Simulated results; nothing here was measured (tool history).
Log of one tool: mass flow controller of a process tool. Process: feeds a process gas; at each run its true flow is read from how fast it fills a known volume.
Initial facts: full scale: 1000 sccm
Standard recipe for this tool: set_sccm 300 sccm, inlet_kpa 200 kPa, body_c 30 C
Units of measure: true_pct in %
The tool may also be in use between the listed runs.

run 1 day=0.000 | set_sccm=300 inlet_kpa=200 body_c=30 | true_pct=99.70
run 2 day=1.529 | set_sccm=300 inlet_kpa=200 body_c=30 | true_pct=99.65
run 3 day=4.062 | set_sccm=300 inlet_kpa=200 body_c=30 | true_pct=99.65
run 4 day=5.800 | set_sccm=300 inlet_kpa=200 body_c=30 | true_pct=99.58
run 5 day=8.362 | set_sccm=300 inlet_kpa=200 body_c=30 | true_pct=99.69
run 6 day=11.354 | set_sccm=300 inlet_kpa=164 body_c=30 | true_pct=99.86
run 7 day=13.862 | set_sccm=300 inlet_kpa=164 body_c=30 | true_pct=99.90
run 8 day=17.033 | set_sccm=300 inlet_kpa=200 body_c=30 | true_pct=99.70
run 9 day=19.708 | set_sccm=300 inlet_kpa=200 body_c=30 | true_pct=99.61
run 10 day=23.042 | set_sccm=300 inlet_kpa=200 body_c=30 | true_pct=99.71
run 11 day=24.904 | set_sccm=300 inlet_kpa=260 body_c=30 | true_pct=99.44
run 12 day=27.942 | set_sccm=300 inlet_kpa=200 body_c=28 | true_pct=99.38
run 13 day=29.833 | set_sccm=300 inlet_kpa=200 body_c=28 | true_pct=99.45
run 14 day=31.712 | set_sccm=300 inlet_kpa=213 body_c=28 | true_pct=99.17
run 15 day=34.004 | set_sccm=300 inlet_kpa=200 body_c=30 | true_pct=99.57
run 16 day=36.242 | set_sccm=300 inlet_kpa=200 body_c=30 | true_pct=99.61
run 17 day=37.771 | set_sccm=300 inlet_kpa=200 body_c=30 | true_pct=99.43
run 18 day=39.788 | set_sccm=300 inlet_kpa=200 body_c=30 | true_pct=99.61
run 19 day=42.562 | set_sccm=300 inlet_kpa=216 body_c=30 | true_pct=99.49
run 20 day=45.600 | set_sccm=300 inlet_kpa=216 body_c=30 | true_pct=99.38
run 21 day=47.404 | set_sccm=496 inlet_kpa=216 body_c=21 | true_pct=98.74
run 22 day=49.317 | set_sccm=114 inlet_kpa=229 body_c=30 | true_pct=98.86
run 23 day=52.417 | set_sccm=112 inlet_kpa=276 body_c=36 | true_pct=99.35
run 24 day=53.962 | set_sccm=145 inlet_kpa=200 body_c=31 | true_pct=99.19
run 25 day=56.417 | set_sccm=145 inlet_kpa=200 body_c=31 | true_pct=99.09
run 26 day=58.300 | set_sccm=145 inlet_kpa=200 body_c=31 | true_pct=99.23
run 27 day=60.083 | set_sccm=145 inlet_kpa=200 body_c=21 | true_pct=97.92
run 28 day=62.604 | set_sccm=145 inlet_kpa=200 body_c=21 | true_pct=98.04
run 29 day=64.650 | set_sccm=279 inlet_kpa=245 body_c=21 | true_pct=98.11
run 30 day=66.233 | set_sccm=279 inlet_kpa=245 body_c=21 | true_pct=98.17
run 31 day=67.829 | set_sccm=279 inlet_kpa=245 body_c=21 | true_pct=98.12
run 32 day=71.233 | set_sccm=143 inlet_kpa=171 body_c=29 | true_pct=99.02
run 33 day=74.054 | set_sccm=300 inlet_kpa=200 body_c=38 | true_pct=100.45
run 34 day=76.212 | set_sccm=443 inlet_kpa=258 body_c=30 | true_pct=99.39
run 35 day=77.688 | set_sccm=127 inlet_kpa=200 body_c=24 | true_pct=98.10
run 36 day=79.275 | set_sccm=127 inlet_kpa=200 body_c=24 | true_pct=98.16
run 37 day=82.346 | set_sccm=127 inlet_kpa=200 body_c=24 | true_pct=98.15
run 38 day=83.842 | set_sccm=387 inlet_kpa=270 body_c=39 | true_pct=100.19

Some steps in true_pct, run to run, broken into two amounts with sign: the step expected even without the hidden condition (settings, incoming material, random variation), and the rest, left for the hidden condition together with whatever gauge scatter is not in both the measured and the hidden-condition-free result:
Hidden state at play: flow at rest that the sensor doesn't see, % of full scale; true flow over the shown one, %; drift of the gauge itself on true_pct, %.
Run 21 -> 22: set_sccm 496 -> 114, inlet_kpa 216 -> 229, body_c 21 -> 30. true_pct +0.12 %: hidden state -0.41, all else +0.53.
Run 26 -> 27: body_c 31 -> 21. true_pct -1.31 %: hidden state -0.01, all else -1.30.
Run 32 -> 33: set_sccm 143 -> 300, inlet_kpa 171 -> 200, body_c 29 -> 38. true_pct +1.43 %: hidden state +0.27, all else +1.16.
Run 34 -> 35: set_sccm 443 -> 127, inlet_kpa 258 -> 200, body_c 30 -> 24. true_pct -1.29 %: hidden state -0.44, all else -0.85.
Run 37 -> 38: set_sccm 127 -> 387, inlet_kpa 200 -> 270, body_c 24 -> 39. true_pct +2.04 %: hidden state +0.42, all else +1.62.

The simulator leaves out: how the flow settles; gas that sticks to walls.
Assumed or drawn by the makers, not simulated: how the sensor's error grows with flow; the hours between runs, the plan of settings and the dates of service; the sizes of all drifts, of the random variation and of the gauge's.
